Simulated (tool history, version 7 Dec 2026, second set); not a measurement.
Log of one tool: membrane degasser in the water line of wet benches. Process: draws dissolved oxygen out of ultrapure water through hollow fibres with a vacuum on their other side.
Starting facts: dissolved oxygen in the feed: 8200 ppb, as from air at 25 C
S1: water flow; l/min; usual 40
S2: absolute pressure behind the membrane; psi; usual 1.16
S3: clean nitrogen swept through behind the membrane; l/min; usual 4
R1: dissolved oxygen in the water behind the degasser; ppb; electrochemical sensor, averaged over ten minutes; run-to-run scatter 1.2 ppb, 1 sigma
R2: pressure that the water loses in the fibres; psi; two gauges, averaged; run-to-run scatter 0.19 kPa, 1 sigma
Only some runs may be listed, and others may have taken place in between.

{"run": 1, "hour": 0.0, "S1": 40, "S2": 1.16, "S3": 4, "R1": 120.1, "R2": 5.34}
{"run": 2, "hour": 247.8, "S1": 40, "S2": 1.014, "S3": 4, "R1": 95.4, "R2": 5.345}
{"run": 3, "hour": 446.5, "S1": 40, "S2": 1.014, "S3": 4, "R1": 94.6, "R2": 5.291}
{"run": 4, "hour": 652.9, "S1": 40, "S2": 1.16, "S3": 1.79, "R1": 232.2, "R2": 5.316}
{"hour": 776.4, "done": "seals of the vacuum lines changed"}
{"run": 5, "hour": 859.9, "S1": 40, "S2": 1.16, "S3": 1.79, "R1": 236.3, "R2": 5.353}
{"run": 6, "hour": 1035.6, "S1": 40, "S2": 1.16, "S3": 1.79, "R1": 236.1, "R2": 5.384}
{"run": 7, "hour": 1191.3, "S1": 40, "S2": 1.16, "S3": 1.79, "R1": 238.6, "R2": 5.323}
{"run": 8, "hour": 1429.9, "S1": 40, "S2": 1.16, "S3": 1.79, "R1": 237.1, "R2": 5.362}
{"run": 9, "hour": 1627.7, "S1": 40, "S2": 1.16, "S3": 1.79, "R1": 233.6, "R2": 5.352}
{"run": 10, "hour": 1928.3, "S1": 40, "S2": 1.16, "S3": 1.79, "R1": 231.5, "R2": 5.352}
{"run": 11, "hour": 2192.0, "S1": 54, "S2": 1.16, "S3": 1.79, "R1": 318, "R2": 7.197}
{"run": 12, "hour": 2397.1, "S1": 54, "S2": 1.16, "S3": 1.79, "R1": 309.7, "R2": 7.229}
{"run": 13, "hour": 2645.8, "S1": 54, "S2": 1.16, "S3": 11.91, "R1": 70.2, "R2": 7.24}
{"run": 14, "hour": 2914.9, "S1": 54, "S2": 1.16, "S3": 11.91, "R1": 70.6, "R2": 7.217}
{"run": 15, "hour": 3046.3, "S1": 54, "S2": 1.16, "S3": 11.91, "R1": 70.3, "R2": 7.24}
{"run": 16, "hour": 3353.0, "S1": 40, "S2": 1.16, "S3": 4, "R1": 118.4, "R2": 5.361}
{"run": 17, "hour": 3658.1, "S1": 27, "S2": 1.521, "S3": 4, "R1": 117.5, "R2": 3.585}
{"run": 18, "hour": 3880.2, "S1": 43, "S2": 1.53, "S3": 5.67, "R1": 139, "R2": 5.765}
{"run": 19, "hour": 4126.1, "S1": 59, "S2": 2.268, "S3": 4, "R1": 429, "R2": 7.867}

What will run 20 give?
{"run": 20, "hour": 4350.4, "S1": 49, "S2": 0.833, "S3": 1.96, "R1": "?", "R2": "?"}

{"run 20": {"R1": 149.6, "R2": 6.582}}
The same run, on a tool lacking any hidden state, would have yielded R1 149.1 ppb, R2 6.576 psi.

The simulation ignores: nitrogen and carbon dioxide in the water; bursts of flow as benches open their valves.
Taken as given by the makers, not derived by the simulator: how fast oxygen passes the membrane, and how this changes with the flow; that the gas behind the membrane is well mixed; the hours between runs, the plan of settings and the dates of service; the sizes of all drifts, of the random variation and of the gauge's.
